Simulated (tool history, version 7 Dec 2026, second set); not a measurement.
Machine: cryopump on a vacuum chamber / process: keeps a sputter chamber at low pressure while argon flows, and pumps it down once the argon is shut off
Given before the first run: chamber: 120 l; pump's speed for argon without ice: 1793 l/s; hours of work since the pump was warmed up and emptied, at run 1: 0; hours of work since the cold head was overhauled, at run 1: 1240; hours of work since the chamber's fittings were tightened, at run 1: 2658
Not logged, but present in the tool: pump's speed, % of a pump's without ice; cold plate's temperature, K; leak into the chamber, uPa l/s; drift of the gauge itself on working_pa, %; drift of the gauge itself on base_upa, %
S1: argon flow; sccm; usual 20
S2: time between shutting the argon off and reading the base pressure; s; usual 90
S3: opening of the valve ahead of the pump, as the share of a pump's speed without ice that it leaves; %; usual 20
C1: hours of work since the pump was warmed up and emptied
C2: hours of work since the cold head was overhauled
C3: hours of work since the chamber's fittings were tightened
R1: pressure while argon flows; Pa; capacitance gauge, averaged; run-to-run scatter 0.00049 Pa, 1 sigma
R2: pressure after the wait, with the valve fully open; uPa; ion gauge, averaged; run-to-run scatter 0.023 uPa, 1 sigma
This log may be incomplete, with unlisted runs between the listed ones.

{"run": 1, "hour": 0.0, "S1": 20, "S2": 90, "S3": 20, "C1": 0, "C2": 1240, "C3": 2658, "R1": 0.094, "R2": 1.1}
{"run": 2, "hour": 54.0, "S1": 20, "S2": 90, "S3": 20, "C1": 41, "C2": 1280, "C3": 2699, "R1": 0.0949, "R2": 1.09}
{"run": 3, "hour": 104.4, "S1": 20, "S2": 90, "S3": 20, "C1": 79, "C2": 1318, "C3": 2737, "R1": 0.0944, "R2": 1.11}
{"run": 4, "hour": 130.7, "S1": 25, "S2": 90, "S3": 20, "C1": 98, "C2": 1338, "C3": 2756, "R1": 0.1198, "R2": 1.12}
{"run": 5, "hour": 163.8, "S1": 25, "S2": 90, "S3": 20, "C1": 123, "C2": 1363, "C3": 2781, "R1": 0.1186, "R2": 1.12}
{"run": 6, "hour": 188.8, "S1": 25, "S2": 90, "S3": 20, "C1": 142, "C2": 1382, "C3": 2800, "R1": 0.1194, "R2": 1.07}
{"run": 7, "hour": 217.2, "S1": 20, "S2": 26, "S3": 20, "C1": 164, "C2": 1403, "C3": 2822, "R1": 0.0962, "R2": 2.61}
{"run": 8, "hour": 249.7, "S1": 20, "S2": 26, "S3": 20, "C1": 188, "C2": 1428, "C3": 2846, "R1": 0.0955, "R2": 2.55}
{"run": 9, "hour": 292.4, "S1": 20, "S2": 90, "S3": 20, "C1": 220, "C2": 1460, "C3": 2878, "R1": 0.0956, "R2": 1.15}
{"run": 10, "hour": 319.3, "S1": 20, "S2": 90, "S3": 20, "C1": 240, "C2": 1480, "C3": 2898, "R1": 0.0962, "R2": 1.18}
{"run": 11, "hour": 371.9, "S1": 20, "S2": 90, "S3": 20, "C1": 280, "C2": 1520, "C3": 2938, "R1": 0.0956, "R2": 1.15}
{"run": 12, "hour": 412.8, "S1": 20, "S2": 90, "S3": 39, "C1": 311, "C2": 1551, "C3": 2969, "R1": 0.0499, "R2": 1.16}
{"run": 13, "hour": 462.9, "S1": 20, "S2": 90, "S3": 17, "C1": 349, "C2": 1588, "C3": 3006, "R1": 0.1135, "R2": 1.15}
{"run": 14, "hour": 499.8, "S1": 12, "S2": 53, "S3": 20, "C1": 376, "C2": 1616, "C3": 3034, "R1": 0.0583, "R2": 1.61}
{"run": 15, "hour": 529.8, "S1": 17, "S2": 240, "S3": 40, "C1": 399, "C2": 1639, "C3": 3057, "R1": 0.0422, "R2": 0.77}
{"run": 16, "hour": 563.8, "S1": 17, "S2": 240, "S3": 40, "C1": 425, "C2": 1664, "C3": 3082, "R1": 0.0417, "R2": 0.76}
{"hour": 583.6, "done": "leaking fittings of the chamber tightened, without venting"}
{"run": 17, "hour": 609.1, "S1": 17, "S2": 240, "S3": 40, "C1": 457, "C2": 1697, "C3": 19, "R1": 0.0418, "R2": 0.43}
{"run": 18, "hour": 642.9, "S1": 28, "S2": 48, "S3": 32, "C1": 483, "C2": 1722, "C3": 45, "R1": 0.0857, "R2": 1.36}
{"run": 19, "hour": 695.4, "S1": 28, "S2": 48, "S3": 32, "C1": 522, "C2": 1762, "C3": 84, "R1": 0.0854, "R2": 1.35}
{"run": 20, "hour": 745.6, "S1": 20, "S2": 230, "S3": 35, "C1": 560, "C2": 1800, "C3": 122, "R1": 0.0565, "R2": 0.46}
{"run": 21, "hour": 772.6, "S1": 13, "S2": 90, "S3": 20, "C1": 580, "C2": 1820, "C3": 142, "R1": 0.0631, "R2": 0.84}

What does the tool deliver on the next run?
{"run": 22, "hour": 798.2, "S1": 37, "S2": 151, "S3": 20, "C1": 600, "C2": 1839, "C3": 162, "R1": "?", "R2": "?"}

For run 22 the tool returned R1 0.1798 Pa, R2 0.61 uPa.
With no hidden state in the tool, this same run would have given R1 0.1741 Pa, R2 0.54 uPa.
